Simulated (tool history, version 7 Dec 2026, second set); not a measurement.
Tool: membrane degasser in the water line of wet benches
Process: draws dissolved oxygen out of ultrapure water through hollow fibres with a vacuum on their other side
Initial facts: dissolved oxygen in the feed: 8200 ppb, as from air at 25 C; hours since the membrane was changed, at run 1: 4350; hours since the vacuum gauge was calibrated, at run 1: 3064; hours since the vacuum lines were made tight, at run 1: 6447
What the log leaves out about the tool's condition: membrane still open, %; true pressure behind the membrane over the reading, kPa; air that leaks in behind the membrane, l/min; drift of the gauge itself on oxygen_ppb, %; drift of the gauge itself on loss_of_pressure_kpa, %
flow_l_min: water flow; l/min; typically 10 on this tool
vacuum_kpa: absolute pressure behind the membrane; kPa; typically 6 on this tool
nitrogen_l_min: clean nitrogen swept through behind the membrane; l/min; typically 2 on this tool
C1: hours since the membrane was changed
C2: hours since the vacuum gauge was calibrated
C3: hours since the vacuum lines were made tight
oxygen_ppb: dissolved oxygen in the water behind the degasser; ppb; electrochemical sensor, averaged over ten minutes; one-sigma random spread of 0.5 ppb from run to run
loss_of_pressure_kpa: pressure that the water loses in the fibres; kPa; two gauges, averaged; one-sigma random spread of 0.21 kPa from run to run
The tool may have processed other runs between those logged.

Run 1, day 0: usual settings; C1 4350; C2 3064; C3 6447. Result: oxygen_ppb 43.7 ppb, loss_of_pressure_kpa 50.4 kPa.
Run 2, day 3.612: usual settings; C1 4437; C2 3151; C3 6533. Result: oxygen_ppb 42.6 ppb, loss_of_pressure_kpa 50.12 kPa.
Run 3, day 5.912: usual settings; C1 4492; C2 3206; C3 6589. Result: oxygen_ppb 42.6 ppb, loss_of_pressure_kpa 50.44 kPa.
Run 4, day 8.583: usual settings but flow_l_min 7 l/min; C1 4556; C2 3270; C3 6653. Result: oxygen_ppb 28.4 ppb, loss_of_pressure_kpa 35.46 kPa.
Run 5, day 11.912: usual settings but flow_l_min 7 l/min; C1 4636; C2 3350; C3 6732. Result: oxygen_ppb 28.7 ppb, loss_of_pressure_kpa 35.42 kPa.
Run 6, day 16.192: usual settings; C1 4739; C2 3453; C3 6835. Result: oxygen_ppb 44.6 ppb, loss_of_pressure_kpa 50.73 kPa.
Run 7, day 18.508: usual settings; C1 4795; C2 3508; C3 6891. Result: oxygen_ppb 43.3 ppb, loss_of_pressure_kpa 50.91 kPa.
Run 8, day 23: usual settings; C1 4902; C2 3616; C3 6999. Result: oxygen_ppb 43.4 ppb, loss_of_pressure_kpa 50.52 kPa.
Run 9, day 26.404: usual settings; C1 4984; C2 3698; C3 7080. Result: oxygen_ppb 43.8 ppb, loss_of_pressure_kpa 50.59 kPa.
Run 10, day 28.633: usual settings; C1 5038; C2 3751; C3 7134. Result: oxygen_ppb 43.3 ppb, loss_of_pressure_kpa 50.29 kPa.
Run 11, day 31.617: usual settings but flow_l_min 16 l/min; C1 5109; C2 3823; C3 7205. Result: oxygen_ppb 83.2 ppb, loss_of_pressure_kpa 80.88 kPa.
Run 12, day 35.529: usual settings but flow_l_min 16 l/min; C1 5203; C2 3917; C3 7299. Result: oxygen_ppb 81.3 ppb, loss_of_pressure_kpa 81.18 kPa.
Run 13, day 39.458: usual settings but flow_l_min 16 l/min; C1 5297; C2 4011; C3 7394. Result: oxygen_ppb 81.6 ppb, loss_of_pressure_kpa 80.99 kPa.
Run 14, day 43.917: usual settings but flow_l_min 16 l/min, nitrogen_l_min 0.93 l/min; C1 5404; C2 4118; C3 7501. Result: oxygen_ppb 143.7 ppb, loss_of_pressure_kpa 81.09 kPa.
Run 15, day 47.55: usual settings but flow_l_min 16 l/min, nitrogen_l_min 0.93 l/min; C1 5492; C2 4205; C3 7588. Result: oxygen_ppb 140.3 ppb, loss_of_pressure_kpa 80.9 kPa.
At day 50.183: vacuum gauge calibrated.
Run 16, day 51.933: usual settings but flow_l_min 16 l/min, nitrogen_l_min 0.93 l/min; C1 5596; C2 42; C3 7692. Result: oxygen_ppb 131.6 ppb, loss_of_pressure_kpa 81.08 kPa.
Run 17, day 55.083: usual settings but vacuum_kpa 9.89 kPa, nitrogen_l_min 2.72 l/min; C1 5672; C2 118; C3 7768. Result: oxygen_ppb 68.5 ppb, loss_of_pressure_kpa 51.08 kPa.
Run 18, day 59.283: usual settings but vacuum_kpa 9.89 kPa, nitrogen_l_min 2.72 l/min; C1 5773; C2 218; C3 7869. Result: oxygen_ppb 69.9 ppb, loss_of_pressure_kpa 51.07 kPa.
Run 19, day 63: usual settings but vacuum_kpa 9.89 kPa, nitrogen_l_min 2.72 l/min; C1 5862; C2 308; C3 7958. Result: oxygen_ppb 68.7 ppb, loss_of_pressure_kpa 50.97 kPa.
Run 20, day 65.75: usual settings but flow_l_min 9 l/min, vacuum_kpa 6.29 kPa; C1 5928; C2 374; C3 8024. Result: oxygen_ppb 40.4 ppb, loss_of_pressure_kpa 45.83 kPa.
Run 21, day 68.2: usual settings but flow_l_min 8 l/min, vacuum_kpa 7.35 kPa, nitrogen_l_min 2.55 l/min; C1 5987; C2 432; C3 8083. Result: oxygen_ppb 36.4 ppb, loss_of_pressure_kpa 40.81 kPa.
Run 22, day 72.388: usual settings but vacuum_kpa 13.52 kPa, nitrogen_l_min 0.81 l/min; C1 6087; C2 533; C3 8183. Result: oxygen_ppb 303.3 ppb, loss_of_pressure_kpa 50.42 kPa.
Run 23, day 74.679: usual settings but flow_l_min 9 l/min, vacuum_kpa 13.52 kPa, nitrogen_l_min 1.69 l/min; C1 6142; C2 588; C3 8238. Result: oxygen_ppb 146 ppb, loss_of_pressure_kpa 45.6 kPa.
Run 24, day 76.958: usual settings but flow_l_min 9 l/min, vacuum_kpa 13.52 kPa, nitrogen_l_min 5.54 l/min; C1 6197; C2 643; C3 8293. Result: oxygen_ppb 49 ppb, loss_of_pressure_kpa 45.99 kPa.
Run 25, day 79.612: usual settings but flow_l_min 9 l/min, vacuum_kpa 13.52 kPa, nitrogen_l_min 5.54 l/min; C1 6261; C2 706; C3 8357. Result: oxygen_ppb 48.6 ppb, loss_of_pressure_kpa 46.21 kPa.
Run 26, day 81.642: usual settings but vacuum_kpa 6.24 kPa; C1 6309; C2 755; C3 8406. Result: oxygen_ppb 44.9 ppb, loss_of_pressure_kpa 50.93 kPa.
Run 27, day 85.071: usual settings but flow_l_min 7 l/min, nitrogen_l_min 1.07 l/min; C1 6392; C2 837; C3 8488. Result: oxygen_ppb 48.2 ppb, loss_of_pressure_kpa 35.66 kPa.
Run 28, day 89.412: usual settings but nitrogen_l_min 0.88 l/min; C1 6496; C2 941; C3 8592. Result: oxygen_ppb 83.2 ppb, loss_of_pressure_kpa 50.75 kPa.
Run 29, day 92.792: usual settings but nitrogen_l_min 0.88 l/min; C1 6577; C2 1023; C3 8673. Result: oxygen_ppb 83.8 ppb, loss_of_pressure_kpa 50.8 kPa.
Run 30, day 96.704: usual settings but flow_l_min 14 l/min, vacuum_kpa 7.55 kPa, nitrogen_l_min 0.88 l/min; C1 6671; C2 1116; C3 8767. Result: oxygen_ppb 176.7 ppb, loss_of_pressure_kpa 71.13 kPa.
Run 31, day 98.742: usual settings but flow_l_min 14 l/min, vacuum_kpa 7.55 kPa, nitrogen_l_min 0.88 l/min; C1 6720; C2 1165; C3 8816. Result: oxygen_ppb 177.3 ppb, loss_of_pressure_kpa 71.05 kPa.

Below are 4 alternative next runs, each starting from the tool's condition after run 31. Predict each:
Run A, day 100.962: usual settings but vacuum_kpa 8.35 kPa; C1 6773; C2 1219; C3 8869. Result: oxygen_ppb ?, loss_of_pressure_kpa ?.
Run B, day 100.962: usual settings but flow_l_min 13 l/min; C1 6773; C2 1219; C3 8869. Result: oxygen_ppb ?, loss_of_pressure_kpa ?.
Run C, day 100.962: usual settings but flow_l_min 12 l/min, vacuum_kpa 4.98 kPa, nitrogen_l_min 1.12 l/min; C1 6773; C2 1219; C3 8869. Result: oxygen_ppb ?, loss_of_pressure_kpa ?.
Run D, day 100.962: usual settings but nitrogen_l_min 5.29 l/min; C1 6773; C2 1219; C3 8869. Result: oxygen_ppb ?, loss_of_pressure_kpa ?.

run  oxygen_ppb  loss_of_pressure_kpa
  A        72.8                 51.15
  B        60.4                 66.22
  C        57.1                 61.53
  D        20.1                 51.07
What these runs would have given with no unlogged condition in the tool:
run  oxygen_ppb  loss_of_pressure_kpa
  A        68.2                 50.05
  B        56.6                 64.79
  C        53.9                 60.21
  D        18.3                 49.98
